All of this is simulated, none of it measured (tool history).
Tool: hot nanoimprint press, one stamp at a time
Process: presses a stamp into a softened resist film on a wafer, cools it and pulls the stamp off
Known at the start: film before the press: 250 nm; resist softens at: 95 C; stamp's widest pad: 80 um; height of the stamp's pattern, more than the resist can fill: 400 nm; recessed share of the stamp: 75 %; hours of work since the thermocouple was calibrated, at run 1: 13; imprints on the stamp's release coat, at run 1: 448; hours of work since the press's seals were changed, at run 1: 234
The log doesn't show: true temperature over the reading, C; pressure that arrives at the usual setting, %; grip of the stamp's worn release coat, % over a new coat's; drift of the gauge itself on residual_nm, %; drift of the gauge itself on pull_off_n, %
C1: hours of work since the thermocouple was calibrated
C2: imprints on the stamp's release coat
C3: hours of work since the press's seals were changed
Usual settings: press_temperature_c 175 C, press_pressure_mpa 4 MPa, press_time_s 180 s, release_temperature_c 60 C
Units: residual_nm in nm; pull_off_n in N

Run 1, hour 0: usual settings; C1 13; C2 448; C3 234. Result: residual_nm 126.9 nm, pull_off_n 104.8 N.
Run 2, hour 8.7: usual settings but release_temperature_c 52 C; C1 19; C2 488; C3 240. Result: residual_nm 126.8 nm, pull_off_n 127 N.
Run 3, hour 18.1: usual settings but release_temperature_c 52 C; C1 26; C2 532; C3 247. Result: residual_nm 126.7 nm, pull_off_n 126.4 N.
Run 4, hour 26: usual settings but release_temperature_c 52 C; C1 32; C2 570; C3 253. Result: residual_nm 126.5 nm, pull_off_n 129 N.
Run 5, hour 31.6: usual settings but release_temperature_c 52 C; C1 36; C2 596; C3 257. Result: residual_nm 127.2 nm, pull_off_n 129 N.
Run 6, hour 36.4: usual settings but press_temperature_c 176 C; C1 40; C2 618; C3 260. Result: residual_nm 123.9 nm, pull_off_n 108.3 N.
At hour 43.1: stamp cleaned and given a new release coat.
Run 7, hour 51.9: usual settings but press_temperature_c 176 C; C1 47; C2 42; C3 267. Result: residual_nm 123.1 nm, pull_off_n 99 N.
Run 8, hour 61.7: usual settings but press_temperature_c 176 C; C1 54; C2 87; C3 274. Result: residual_nm 123.4 nm, pull_off_n 100.5 N.
Run 9, hour 66.9: usual settings but press_temperature_c 176 C; C1 58; C2 112; C3 278. Result: residual_nm 123.1 nm, pull_off_n 99.8 N.
Run 10, hour 76.8: usual settings but press_temperature_c 170 C; C1 65; C2 158; C3 285. Result: residual_nm 149.6 nm, pull_off_n 100 N.
Run 11, hour 83.9: usual settings; C1 70; C2 191; C3 290. Result: residual_nm 127.2 nm, pull_off_n 101.9 N.
Run 12, hour 93.7: usual settings; C1 77; C2 237; C3 298. Result: residual_nm 127.6 nm, pull_off_n 102.1 N.
Run 13, hour 101.1: usual settings; C1 82; C2 272; C3 303. Result: residual_nm 127.8 nm, pull_off_n 103.5 N.
Run 14, hour 108.5: usual settings; C1 88; C2 306; C3 308. Result: residual_nm 128.3 nm, pull_off_n 102.7 N.
Run 15, hour 114.2: usual settings but press_temperature_c 174 C; C1 92; C2 333; C3 312. Result: residual_nm 131.9 nm, pull_off_n 106.3 N.
Run 16, hour 123.8: usual settings but press_temperature_c 174 C; C1 99; C2 378; C3 319. Result: residual_nm 132.1 nm, pull_off_n 103.7 N.

The next listed run, before its measurement:
Run 17, hour 131: usual settings but press_temperature_c 174 C; C1 104; C2 411; C3 325. Result: residual_nm ?, pull_off_n ?.

residual_nm: 132.2 nm
pull_off_n: 106 N
Without the tool's hidden state the same run would have given residual_nm 131 nm, pull_off_n 99.3 N.
